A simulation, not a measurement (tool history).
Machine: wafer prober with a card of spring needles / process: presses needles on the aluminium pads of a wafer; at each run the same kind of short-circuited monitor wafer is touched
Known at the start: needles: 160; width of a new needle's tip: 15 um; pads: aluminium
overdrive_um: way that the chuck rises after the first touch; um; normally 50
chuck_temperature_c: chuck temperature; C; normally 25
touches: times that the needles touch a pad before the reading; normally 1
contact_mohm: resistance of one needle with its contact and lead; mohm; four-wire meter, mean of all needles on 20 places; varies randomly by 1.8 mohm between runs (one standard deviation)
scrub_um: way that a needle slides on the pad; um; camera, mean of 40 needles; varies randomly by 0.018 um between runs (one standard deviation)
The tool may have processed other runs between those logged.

{"run": 1, "hour": 0.0, "overdrive_um": 50, "chuck_temperature_c": 25, "touches": 1, "contact_mohm": 697, "scrub_um": 7.94}
{"hour": 6.9, "done": "tips cleaned on abrasive film"}
{"run": 2, "hour": 27.0, "overdrive_um": 50, "chuck_temperature_c": 25, "touches": 1, "contact_mohm": 704, "scrub_um": 7.93}
{"hour": 29.7, "done": "tips cleaned on abrasive film"}
{"run": 3, "hour": 48.1, "overdrive_um": 50, "chuck_temperature_c": 25, "touches": 1, "contact_mohm": 703, "scrub_um": 7.88}
{"hour": 52.2, "done": "tips cleaned on abrasive film"}
{"hour": 74.2, "done": "tips cleaned on abrasive film"}
{"run": 4, "hour": 74.2, "overdrive_um": 50, "chuck_temperature_c": 25, "touches": 1, "contact_mohm": 249, "scrub_um": 7.89}
{"hour": 97.0, "done": "tips cleaned on abrasive film"}
{"run": 5, "hour": 98.5, "overdrive_um": 58, "chuck_temperature_c": 25, "touches": 1, "contact_mohm": 323, "scrub_um": 9.18}
{"hour": 119.5, "done": "tips cleaned on abrasive film"}
{"run": 6, "hour": 123.4, "overdrive_um": 58, "chuck_temperature_c": 25, "touches": 1, "contact_mohm": 438, "scrub_um": 9.15}
{"hour": 142.1, "done": "tips cleaned on abrasive film"}
{"run": 7, "hour": 146.9, "overdrive_um": 60, "chuck_temperature_c": 25, "touches": 1, "contact_mohm": 439, "scrub_um": 9.45}
{"hour": 164.0, "done": "tips cleaned on abrasive film"}
{"run": 8, "hour": 174.7, "overdrive_um": 60, "chuck_temperature_c": 25, "touches": 1, "contact_mohm": 541, "scrub_um": 9.48}
{"hour": 186.5, "done": "tips cleaned on abrasive film"}
{"run": 9, "hour": 191.0, "overdrive_um": 60, "chuck_temperature_c": 25, "touches": 1, "contact_mohm": 439, "scrub_um": 9.48}
{"run": 10, "hour": 206.1, "overdrive_um": 50, "chuck_temperature_c": 25, "touches": 1, "contact_mohm": 725, "scrub_um": 7.87}
{"hour": 208.8, "done": "tips cleaned on abrasive film"}
{"run": 11, "hour": 224.6, "overdrive_um": 50, "chuck_temperature_c": 25, "touches": 1, "contact_mohm": 716, "scrub_um": 7.86}
{"hour": 231.1, "done": "tips cleaned on abrasive film"}
{"run": 12, "hour": 251.9, "overdrive_um": 50, "chuck_temperature_c": 25, "touches": 1, "contact_mohm": 733, "scrub_um": 7.88}
{"hour": 254.7, "done": "tips cleaned on abrasive film"}
{"run": 13, "hour": 268.2, "overdrive_um": 50, "chuck_temperature_c": 25, "touches": 2, "contact_mohm": 505, "scrub_um": 7.85}
{"hour": 276.8, "done": "tips cleaned on abrasive film"}
{"run": 14, "hour": 286.3, "overdrive_um": 50, "chuck_temperature_c": 25, "touches": 2, "contact_mohm": 483, "scrub_um": 7.84}
{"hour": 300.2, "done": "tips cleaned on abrasive film"}
{"run": 15, "hour": 312.9, "overdrive_um": 50, "chuck_temperature_c": 25, "touches": 2, "contact_mohm": 496, "scrub_um": 7.81}
{"hour": 323.4, "done": "tips cleaned on abrasive film"}
{"run": 16, "hour": 326.6, "overdrive_um": 55, "chuck_temperature_c": 25, "touches": 2, "contact_mohm": 323, "scrub_um": 8.61}
{"hour": 347.2, "done": "tips cleaned on abrasive film"}
{"run": 17, "hour": 352.6, "overdrive_um": 55, "chuck_temperature_c": 25, "touches": 2, "contact_mohm": 392, "scrub_um": 8.61}
{"hour": 354.5, "done": "height of the first contact set anew"}
{"hour": 371.0, "done": "tips cleaned on abrasive film"}
{"run": 18, "hour": 377.8, "overdrive_um": 46, "chuck_temperature_c": 110, "touches": 2, "contact_mohm": 465, "scrub_um": 7.38}
{"hour": 393.3, "done": "tips cleaned on abrasive film"}
{"run": 19, "hour": 395.6, "overdrive_um": 32, "chuck_temperature_c": 25, "touches": 1, "contact_mohm": 750, "scrub_um": 5.08}
{"hour": 416.3, "done": "tips cleaned on abrasive film"}
{"run": 20, "hour": 424.0, "overdrive_um": 69, "chuck_temperature_c": 72, "touches": 1, "contact_mohm": 416, "scrub_um": 11.07}
{"hour": 438.9, "done": "tips cleaned on abrasive film"}
{"run": 21, "hour": 453.9, "overdrive_um": 69, "chuck_temperature_c": 72, "touches": 1, "contact_mohm": 457, "scrub_um": 11.0}
{"hour": 461.8, "done": "tips cleaned on abrasive film"}
{"run": 22, "hour": 472.9, "overdrive_um": 46, "chuck_temperature_c": 36, "touches": 1, "contact_mohm": 762, "scrub_um": 7.37}
{"hour": 484.1, "done": "tips cleaned on abrasive film"}
{"run": 23, "hour": 495.8, "overdrive_um": 46, "chuck_temperature_c": 46, "touches": 2, "contact_mohm": 551, "scrub_um": 7.33}
{"hour": 507.4, "done": "tips cleaned on abrasive film"}
{"run": 24, "hour": 523.3, "overdrive_um": 52, "chuck_temperature_c": 41, "touches": 3, "contact_mohm": 370, "scrub_um": 8.27}
{"hour": 529.3, "done": "tips cleaned on abrasive film"}
{"run": 25, "hour": 544.1, "overdrive_um": 42, "chuck_temperature_c": 33, "touches": 2, "contact_mohm": 635, "scrub_um": 6.69}
{"hour": 552.0, "done": "tips cleaned on abrasive film"}
{"hour": 574.1, "done": "tips cleaned on abrasive film"}
{"run": 26, "hour": 574.5, "overdrive_um": 50, "chuck_temperature_c": 56, "touches": 1, "contact_mohm": 293, "scrub_um": 7.94}
{"run": 27, "hour": 589.4, "overdrive_um": 38, "chuck_temperature_c": 85, "touches": 3, "contact_mohm": 508, "scrub_um": 6.02}

5 ways to go on from here, each from the tool as it stands after run 27. What would each give?
{"hour": 597.2, "done": "tips cleaned on abrasive film"}
{"run": "A", "hour": 609.6, "overdrive_um": 34, "chuck_temperature_c": 42, "touches": 1, "contact_mohm": "?", "scrub_um": "?"}
{"hour": 597.2, "done": "tips cleaned on abrasive film"}
{"run": "B", "hour": 609.6, "overdrive_um": 50, "chuck_temperature_c": 25, "touches": 2, "contact_mohm": "?", "scrub_um": "?"}
{"hour": 597.2, "done": "tips cleaned on abrasive film"}
{"run": "C", "hour": 609.6, "overdrive_um": 51, "chuck_temperature_c": 72, "touches": 2, "contact_mohm": "?", "scrub_um": "?"}
{"hour": 597.2, "done": "tips cleaned on abrasive film"}
{"run": "D", "hour": 609.6, "overdrive_um": 50, "chuck_temperature_c": 25, "touches": 2, "contact_mohm": "?", "scrub_um": "?"}
{"hour": 597.2, "done": "tips cleaned on abrasive film"}
{"run": "E", "hour": 609.6, "overdrive_um": 50, "chuck_temperature_c": 34, "touches": 2, "contact_mohm": "?", "scrub_um": "?"}

run=A contact_mohm=1241 scrub_um=5.38
run=B contact_mohm=498 scrub_um=7.92
run=C contact_mohm=485 scrub_um=8.12
run=D contact_mohm=503 scrub_um=7.93
run=E contact_mohm=495 scrub_um=7.94
What these runs would have given with no unlogged condition in the tool:
run=A contact_mohm=207 scrub_um=5.46
run=B contact_mohm=189 scrub_um=8.00
run=C contact_mohm=204 scrub_um=8.21
run=D contact_mohm=191 scrub_um=8.01
run=E contact_mohm=191 scrub_um=8.03

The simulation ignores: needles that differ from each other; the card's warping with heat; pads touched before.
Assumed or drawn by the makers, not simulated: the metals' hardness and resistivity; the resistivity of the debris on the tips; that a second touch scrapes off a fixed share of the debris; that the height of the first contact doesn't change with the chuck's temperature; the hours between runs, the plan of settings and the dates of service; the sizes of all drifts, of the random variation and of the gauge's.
